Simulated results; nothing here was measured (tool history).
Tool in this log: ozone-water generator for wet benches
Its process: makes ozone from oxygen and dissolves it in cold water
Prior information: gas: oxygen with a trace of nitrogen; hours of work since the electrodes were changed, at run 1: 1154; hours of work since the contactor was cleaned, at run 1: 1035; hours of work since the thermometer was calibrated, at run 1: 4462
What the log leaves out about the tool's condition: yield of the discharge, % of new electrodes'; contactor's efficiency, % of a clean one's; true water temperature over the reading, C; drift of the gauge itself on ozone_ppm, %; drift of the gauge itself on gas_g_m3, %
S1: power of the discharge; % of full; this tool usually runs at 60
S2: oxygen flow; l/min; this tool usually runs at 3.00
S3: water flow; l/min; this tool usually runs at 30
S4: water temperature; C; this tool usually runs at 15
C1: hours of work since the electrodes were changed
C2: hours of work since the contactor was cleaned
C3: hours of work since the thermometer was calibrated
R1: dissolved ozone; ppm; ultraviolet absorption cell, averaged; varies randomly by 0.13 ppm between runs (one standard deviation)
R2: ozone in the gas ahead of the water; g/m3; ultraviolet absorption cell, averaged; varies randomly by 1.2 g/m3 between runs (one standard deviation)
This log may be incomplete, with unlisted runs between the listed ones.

run	hour	S1	S2	S3	S4	C1	C2	C3	R1	R2
1	0.0	60	3.00	30	15	1154	1035	4462	14.2	219.2
2	21.1	60	3.00	24	15	1171	1053	4479	17.5	217.5
3	56.5	60	3.00	24	15	1200	1082	4508	17.5	220.5
4	79.7	60	3.00	24	15	1219	1101	4527	17.4	217.9
5	117.0	60	3.00	24	15	1250	1131	4558	17.6	221.4
6	139.4	60	3.00	24	15	1268	1149	4576	17.3	217.9
7	174.7	60	3.00	30	14	1297	1178	4605	14.1	220.8
8	200.5	60	3.00	30	14	1318	1199	4626	14.3	221.3
9	226.9	60	3.00	30	14	1339	1221	4648	14.2	218.9
10	254.1	60	3.00	30	14	1362	1243	4670	14.2	218.7
11	273.5	60	3.43	30	15	1378	1259	4686	15.0	208.9
12	297.7	60	3.00	25	15	1397	1279	4705	16.5	219.1
13	315.8	60	3.00	25	15	1412	1293	4720	16.5	219.1
14	340.8	60	3.00	25	15	1433	1314	4741	16.6	217.0
15	377.8	60	3.00	25	15	1463	1344	4771	16.5	217.3
16	394.2	60	3.00	46	15	1476	1357	4784	8.9	217.4
# hour 396.7: water thermometer calibrated
17	429.2	60	3.00	47	12	1504	1386	27	8.5	217.9
18	447.9	46	3.00	21	14	1520	1401	42	17.1	186.9
19	470.1	53	3.00	21	14	1538	1419	60	18.2	205.6
20	504.5	87	3.00	21	18	1566	1447	88	23.4	271.2
21	525.0	87	3.00	21	18	1583	1464	105	23.3	269.2
# hour 552.6: water thermometer calibrated, once more
22	552.9	55	3.00	24	8	1605	1486	0	17.4	206.8
23	585.4	60	2.82	30	15	1631	1513	27	13.4	223.3
24	610.6	60	3.00	29	13	1652	1533	47	14.6	216.6
25	642.9	60	2.75	34	10	1678	1560	74	12.2	222.4
26	662.1	60	2.20	34	19	1694	1575	89	10.4	239.6
27	680.7	96	1.58	30	15	1709	1590	105	12.9	346.1
28	703.6	60	3.17	44	15	1728	1609	123	9.5	212.2
29	738.6	60	1.55	30	15	1757	1638	152	9.9	263.5
30	769.5	60	4.73	30	7	1782	1663	177	18.1	188.7
31	787.3	92	3.19	30	7	1796	1678	192	18.9	269.9
32	818.4	92	3.19	30	7	1822	1703	217	18.8	270.4

Below are 3 alternative next runs, each starting from the tool's condition after run 32. Predict each:
A	847.3	51	3.00	18	15	1845	1727	241	?	?
B	847.3	92	3.19	19	7	1845	1727	241	?	?
C	847.3	54	3.00	30	15	1845	1727	241	?	?

run	R1	R2
A	20.0	195.4
B	29.5	270.6
C	13.0	204.8
Without the tool's hidden state the same runs would have given:
run	R1	R2
A	21.4	205.9
B	32.3	291.5
C	14.1	216.2
